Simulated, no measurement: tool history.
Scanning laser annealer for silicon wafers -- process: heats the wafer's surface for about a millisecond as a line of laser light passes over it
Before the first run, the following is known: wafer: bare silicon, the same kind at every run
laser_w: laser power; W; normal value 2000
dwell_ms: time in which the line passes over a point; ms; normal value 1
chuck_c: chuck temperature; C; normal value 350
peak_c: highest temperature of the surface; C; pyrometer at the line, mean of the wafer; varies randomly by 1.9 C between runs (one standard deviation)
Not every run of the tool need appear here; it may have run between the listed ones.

{"run": 1, "hour": 0.0, "laser_w": 2000, "dwell_ms": 1, "chuck_c": 350, "peak_c": 1143}
{"run": 2, "hour": 23.0, "laser_w": 2008, "dwell_ms": 1, "chuck_c": 350, "peak_c": 1147}
{"run": 3, "hour": 44.9, "laser_w": 2008, "dwell_ms": 1, "chuck_c": 350, "peak_c": 1145}
{"run": 4, "hour": 81.6, "laser_w": 2008, "dwell_ms": 1, "chuck_c": 350, "peak_c": 1145}
{"run": 5, "hour": 115.6, "laser_w": 2008, "dwell_ms": 1, "chuck_c": 350, "peak_c": 1140}
{"run": 6, "hour": 139.6, "laser_w": 2008, "dwell_ms": 1, "chuck_c": 350, "peak_c": 1141}
{"run": 7, "hour": 160.5, "laser_w": 2000, "dwell_ms": 1, "chuck_c": 355, "peak_c": 1141}
{"run": 8, "hour": 186.5, "laser_w": 2000, "dwell_ms": 1, "chuck_c": 355, "peak_c": 1147}
{"run": 9, "hour": 223.4, "laser_w": 2000, "dwell_ms": 1, "chuck_c": 350, "peak_c": 1136}
{"run": 10, "hour": 247.3, "laser_w": 2000, "dwell_ms": 1, "chuck_c": 350, "peak_c": 1138}
{"run": 11, "hour": 285.7, "laser_w": 2000, "dwell_ms": 1, "chuck_c": 350, "peak_c": 1137}
{"run": 12, "hour": 306.9, "laser_w": 2000, "dwell_ms": 1.22, "chuck_c": 345, "peak_c": 1220}
{"run": 13, "hour": 336.8, "laser_w": 2000, "dwell_ms": 0.85, "chuck_c": 381, "peak_c": 1096}
{"run": 14, "hour": 373.3, "laser_w": 2158, "dwell_ms": 1.17, "chuck_c": 366, "peak_c": 1306}
{"run": 15, "hour": 409.3, "laser_w": 2162, "dwell_ms": 0.77, "chuck_c": 350, "peak_c": 1096}
{"run": 16, "hour": 426.8, "laser_w": 2162, "dwell_ms": 0.77, "chuck_c": 350, "peak_c": 1092}
{"run": 17, "hour": 449.2, "laser_w": 2162, "dwell_ms": 0.9, "chuck_c": 327, "peak_c": 1134}
{"run": 18, "hour": 467.7, "laser_w": 2162, "dwell_ms": 0.9, "chuck_c": 327, "peak_c": 1135}
{"run": 19, "hour": 495.0, "laser_w": 1729, "dwell_ms": 0.79, "chuck_c": 350, "peak_c": 920}
{"hour": 519.3, "done": "window over the wafer cleaned"}
{"run": 20, "hour": 529.2, "laser_w": 1826, "dwell_ms": 1.21, "chuck_c": 325, "peak_c": 1116}
{"run": 21, "hour": 555.8, "laser_w": 1826, "dwell_ms": 1.21, "chuck_c": 325, "peak_c": 1116}

Each row is a separate what-if for the run after 21, all from the same tool condition, not one after another. Results?
{"run": "A", "hour": 575.4, "laser_w": 1826, "dwell_ms": 0.75, "chuck_c": 325, "peak_c": "?"}
{"run": "B", "hour": 575.4, "laser_w": 2000, "dwell_ms": 0.78, "chuck_c": 350, "peak_c": "?"}
{"run": "C", "hour": 575.4, "laser_w": 1932, "dwell_ms": 1.21, "chuck_c": 362, "peak_c": "?"}
{"run": "D", "hour": 575.4, "laser_w": 1909, "dwell_ms": 1.12, "chuck_c": 353, "peak_c": "?"}

run=A peak_c=933
run=B peak_c=1041
run=C peak_c=1214
run=D peak_c=1157
Take away the tool's hidden state, keep each run's random variation, and the runs would have read:
run=A peak_c=941
run=B peak_c=1051
run=C peak_c=1226
run=D peak_c=1168
